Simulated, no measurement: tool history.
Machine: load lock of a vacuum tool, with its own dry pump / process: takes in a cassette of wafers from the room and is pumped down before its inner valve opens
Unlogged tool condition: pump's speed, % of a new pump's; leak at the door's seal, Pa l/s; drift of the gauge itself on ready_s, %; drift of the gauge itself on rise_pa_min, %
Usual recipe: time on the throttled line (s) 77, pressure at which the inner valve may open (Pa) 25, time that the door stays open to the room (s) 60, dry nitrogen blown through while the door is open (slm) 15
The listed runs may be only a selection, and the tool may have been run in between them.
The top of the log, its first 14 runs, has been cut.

run    hour  time on the throttled line (s)  pressure at which the inner valve may open (Pa)  time that the door stays open to the room (s)  dry nitrogen blown through while the door is open (slm)  hours that the pump has run since its overhaul  times that the door has closed on its seal  incoming humidity of the room's air, %  time from the closed door until the inner valve may open (s)  rise of the pressure with all valves shut (Pa/min)
 15  3154.8                              77                                               28                                             60                                                       15                                            8843                                       21325                                    47.0                                                         111.0                                               0.043
 16  3413.0                              77                                               28                                             60                                                       15                                            9101                                       22054                                    43.4                                                         110.6                                               0.048
     3480.0  -- dry pump taken out, an overhauled one fitted
 17  3570.6                              77                                               28                                             60                                                       15                                              91                                       22482                                    43.3                                                         110.1                                               0.047
 18  3717.9                              77                                               28                                             60                                                       15                                             238                                       22898                                    45.8                                                         112.5                                               0.043
 19  3987.4                              77                                               28                                             60                                                       15                                             507                                       23660                                    46.0                                                         110.8                                               0.050
 20  4188.2                              77                                               28                                             60                                                       15                                             708                                       24227                                    44.7                                                         112.1                                               0.045
 21  4366.1                              77                                               19                                             60                                                       18                                             886                                       24730                                    44.3                                                         115.0                                               0.040
 22  4522.7                              59                                               20                                             57                                                        7                                            1043                                       25172                                    43.9                                                          97.3                                               0.061
 23  4703.0                              59                                               20                                             57                                                        7                                            1223                                       25681                                    45.7                                                          96.6                                               0.057
 24  4909.4                              75                                               25                                             60                                                       15                                            1429                                       26264                                    42.7                                                         110.3                                               0.041
 25  5061.3                              75                                               38                                             60                                                       13                                            1581                                       26693                                    45.9                                                         108.7                                               0.050
 26  5309.7                              75                                               37                                             60                                                       13                                            1830                                       27395                                    48.2                                                         107.9                                               0.052
     5569.2  -- door's seal changed, seat wiped
 27  5604.3                              75                                               37                                             60                                                       13                                            2123                                          99                                    42.4                                                         107.6                                               0.044
 28  5816.4                              77                                               25                                             60                                                        5                                            2335                                         698                                    41.7                                                         111.7                                               0.058
 29  6119.5                              73                                               25                                             46                                                       15                                            2638                                        1554                                    48.5                                                         108.3                                               0.042
 30  6401.7                              53                                               32                                             62                                                       44                                            2920                                        2351                                    46.2                                                          89.1                                               0.029
 31  6679.0                              38                                               23                                             33                                                       10                                            3198                                        3134                                    46.5                                                          77.0                                               0.041
 32  6864.9                             154                                               23                                             33                                                       10                                            3383                                        3659                                    49.1                                                         181.9                                               0.050
 33  7136.5                              62                                               29                                             33                                                       10                                            3655                                        4427                                    40.7                                                          96.9                                               0.041
 34  7378.1                              62                                               22                                             83                                                       12                                            3897                                        5109                                    43.5                                                          98.3                                               0.055
 35  7571.4                              70                                               20                                             30                                                       44                                            4090                                        5655                                    43.8                                                         107.3                                               0.023
 36  7787.8                              70                                               20                                             30                                                       44                                            4306                                        6266                                    45.5                                                         105.8                                               0.023

Here are 3 independent what-if runs from the current tool condition. What would each one return?
  A  8090.4                              65                                               20                                            160                                                       17                                            4609                                        7121                                    46.7                                                             ?                                                   ?
  B  8090.4                              73                                               24                                             30                                                       44                                            4609                                        7121                                    47.4                                                             ?                                                   ?
  C  8090.4                              67                                               20                                             46                                                       44                                            4609                                        7121                                    45.3                                                             ?                                                   ?

run  time from the closed door until the inner valve may open (s)  rise of the pressure with all valves shut (Pa/min)
  A                                                         102.0                                               0.066
  B                                                         108.5                                               0.029
  C                                                         103.3                                               0.020
With no hidden state in the tool, these same runs would have given:
run  time from the closed door until the inner valve may open (s)  rise of the pressure with all valves shut (Pa/min)
  A                                                         102.0                                               0.066
  B                                                         108.5                                               0.029
  C                                                         103.3                                               0.020
